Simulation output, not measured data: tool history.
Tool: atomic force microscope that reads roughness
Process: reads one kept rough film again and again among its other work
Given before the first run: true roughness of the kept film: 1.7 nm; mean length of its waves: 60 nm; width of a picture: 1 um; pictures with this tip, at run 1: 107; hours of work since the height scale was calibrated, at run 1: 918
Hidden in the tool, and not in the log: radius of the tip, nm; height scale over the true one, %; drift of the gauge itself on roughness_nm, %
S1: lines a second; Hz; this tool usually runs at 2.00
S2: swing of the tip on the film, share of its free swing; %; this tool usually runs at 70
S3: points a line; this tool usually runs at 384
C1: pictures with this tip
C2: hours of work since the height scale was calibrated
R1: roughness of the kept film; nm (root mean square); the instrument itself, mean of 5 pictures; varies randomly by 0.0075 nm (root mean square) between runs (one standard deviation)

run 1 hour=0.0 | S1=2.00 S2=70 S3=384 | C1=107 C2=918 | R1=1.583
run 2 hour=70.4 | S1=2.00 S2=70 S3=384 | C1=168 C2=947 | R1=1.567
run 3 hour=110.5 | S1=2.00 S2=70 S3=384 | C1=203 C2=963 | R1=1.570
run 4 hour=148.4 | S1=2.00 S2=70 S3=384 | C1=235 C2=979 | R1=1.546
run 5 hour=201.9 | S1=2.00 S2=62 S3=384 | C1=282 C2=1001 | R1=1.567
run 6 hour=237.9 | S1=2.00 S2=68 S3=384 | C1=313 C2=1016 | R1=1.548
-- hour=293.2 new tip fitted
run 7 hour=293.2 | S1=2.00 S2=68 S3=384 | C1=0 C2=1038 | R1=1.629
run 8 hour=324.2 | S1=2.00 S2=68 S3=384 | C1=27 C2=1051 | R1=1.611
run 9 hour=373.7 | S1=2.00 S2=82 S3=384 | C1=70 C2=1072 | R1=1.540
run 10 hour=412.2 | S1=2.00 S2=82 S3=384 | C1=103 C2=1087 | R1=1.550
run 11 hour=456.7 | S1=2.00 S2=82 S3=384 | C1=141 C2=1106 | R1=1.522
run 12 hour=516.6 | S1=2.00 S2=70 S3=384 | C1=193 C2=1131 | R1=1.572
run 13 hour=559.6 | S1=2.00 S2=70 S3=575 | C1=230 C2=1148 | R1=1.550
run 14 hour=612.9 | S1=2.00 S2=70 S3=575 | C1=277 C2=1170 | R1=1.554
run 15 hour=682.3 | S1=2.00 S2=70 S3=575 | C1=336 C2=1199 | R1=1.542
-- hour=710.7 new tip fitted
run 16 hour=720.3 | S1=2.00 S2=70 S3=275 | C1=8 C2=1214 | R1=1.607
run 17 hour=763.3 | S1=3.22 S2=70 S3=384 | C1=45 C2=1232 | R1=1.582
run 18 hour=835.0 | S1=3.22 S2=70 S3=384 | C1=107 C2=1262 | R1=1.560
run 19 hour=905.4 | S1=2.00 S2=70 S3=384 | C1=168 C2=1291 | R1=1.579
run 20 hour=941.6 | S1=2.00 S2=70 S3=384 | C1=199 C2=1306 | R1=1.581
run 21 hour=996.0 | S1=2.00 S2=70 S3=384 | C1=246 C2=1328 | R1=1.552
run 22 hour=1043.2 | S1=1.59 S2=70 S3=384 | C1=287 C2=1348 | R1=1.559
run 23 hour=1095.7 | S1=1.59 S2=70 S3=384 | C1=332 C2=1369 | R1=1.551
-- hour=1130.8 new tip fitted
run 24 hour=1166.1 | S1=2.00 S2=70 S3=939 | C1=31 C2=1398 | R1=1.616
-- hour=1219.4 height scale calibrated on a step standard
run 25 hour=1239.8 | S1=2.00 S2=70 S3=939 | C1=94 C2=8 | R1=1.622
run 26 hour=1305.7 | S1=2.00 S2=70 S3=844 | C1=150 C2=36 | R1=1.600
run 27 hour=1348.9 | S1=2.00 S2=69 S3=844 | C1=188 C2=53 | R1=1.593
run 28 hour=1418.7 | S1=2.00 S2=69 S3=844 | C1=248 C2=82 | R1=1.587
run 29 hour=1471.2 | S1=1.34 S2=86 S3=716 | C1=293 C2=104 | R1=1.542
-- hour=1478.4 height scale calibrated on a step standard, once more
run 30 hour=1510.1 | S1=0.66 S2=89 S3=960 | C1=326 C2=13 | R1=1.512
-- hour=1549.1 new tip fitted
run 31 hour=1570.6 | S1=0.63 S2=70 S3=996 | C1=18 C2=38 | R1=1.650
run 32 hour=1616.9 | S1=2.19 S2=80 S3=283 | C1=58 C2=57 | R1=1.536
run 33 hour=1661.2 | S1=2.19 S2=86 S3=283 | C1=96 C2=75 | R1=1.483
run 34 hour=1703.2 | S1=0.97 S2=61 S3=384 | C1=133 C2=93 | R1=1.608
run 35 hour=1767.3 | S1=2.44 S2=58 S3=870 | C1=188 C2=119 | R1=1.575
run 36 hour=1824.3 | S1=2.13 S2=70 S3=628 | C1=237 C2=143 | R1=1.533
run 37 hour=1889.3 | S1=2.13 S2=70 S3=628 | C1=294 C2=169 | R1=1.531
run 38 hour=1933.8 | S1=2.13 S2=70 S3=628 | C1=332 C2=188 | R1=1.510
-- hour=1969.1 new tip fitted
run 39 hour=1983.3 | S1=1.16 S2=79 S3=687 | C1=12 C2=208 | R1=1.601
run 40 hour=2029.5 | S1=1.16 S2=79 S3=687 | C1=52 C2=227 | R1=1.595
run 41 hour=2075.6 | S1=1.16 S2=76 S3=450 | C1=92 C2=246 | R1=1.593
run 42 hour=2109.7 | S1=1.16 S2=76 S3=450 | C1=122 C2=260 | R1=1.579
run 43 hour=2162.2 | S1=1.16 S2=76 S3=450 | C1=167 C2=282 | R1=1.561
run 44 hour=2202.1 | S1=1.16 S2=89 S3=1016 | C1=201 C2=298 | R1=1.509
run 45 hour=2250.6 | S1=2.00 S2=75 S3=384 | C1=243 C2=318 | R1=1.521
run 46 hour=2280.6 | S1=1.93 S2=88 S3=629 | C1=269 C2=331 | R1=1.463
run 47 hour=2318.1 | S1=1.93 S2=73 S3=490 | C1=302 C2=346 | R1=1.517
run 48 hour=2382.2 | S1=2.02 S2=59 S3=466 | C1=357 C2=373 | R1=1.533
-- hour=2388.0 new tip fitted
run 49 hour=2453.2 | S1=2.00 S2=71 S3=265 | C1=56 C2=402 | R1=1.594
run 50 hour=2495.2 | S1=1.00 S2=78 S3=852 | C1=92 C2=419 | R1=1.604
run 51 hour=2551.7 | S1=1.23 S2=56 S3=411 | C1=141 C2=442 | R1=1.615
run 52 hour=2612.5 | S1=2.69 S2=55 S3=260 | C1=194 C2=467 | R1=1.582

Some steps in R1 between neighbouring runs. How much of each would the tool show without its hidden state too (settings, what came in, random variation), and how much is left for the hidden state, with any gauge scatter that isn't in both results?
Run 6 -> 7: new tip fitted. R1 +0.081 nm (root mean square): hidden state +0.084, all else -0.003.
Run 15 -> 16: S3 575 -> 275, new tip fitted. R1 +0.065 nm (root mean square): hidden state +0.086, all else -0.021.
Run 30 -> 31: S1 0.66 -> 0.63, S2 89 -> 70, S3 960 -> 996, new tip fitted. R1 +0.138 nm (root mean square): hidden state +0.080, all else +0.058.
Run 31 -> 32: S1 0.63 -> 2.19, S2 70 -> 80, S3 996 -> 283. R1 -0.114 nm (root mean square): hidden state -0.010, all else -0.104.
Run 33 -> 34: S1 2.19 -> 0.97, S2 86 -> 61, S3 283 -> 384. R1 +0.125 nm (root mean square): hidden state -0.010, all else +0.135.
Run 38 -> 39: S1 2.13 -> 1.16, S2 70 -> 79, S3 628 -> 687, new tip fitted. R1 +0.091 nm (root mean square): hidden state +0.085, all else +0.006.

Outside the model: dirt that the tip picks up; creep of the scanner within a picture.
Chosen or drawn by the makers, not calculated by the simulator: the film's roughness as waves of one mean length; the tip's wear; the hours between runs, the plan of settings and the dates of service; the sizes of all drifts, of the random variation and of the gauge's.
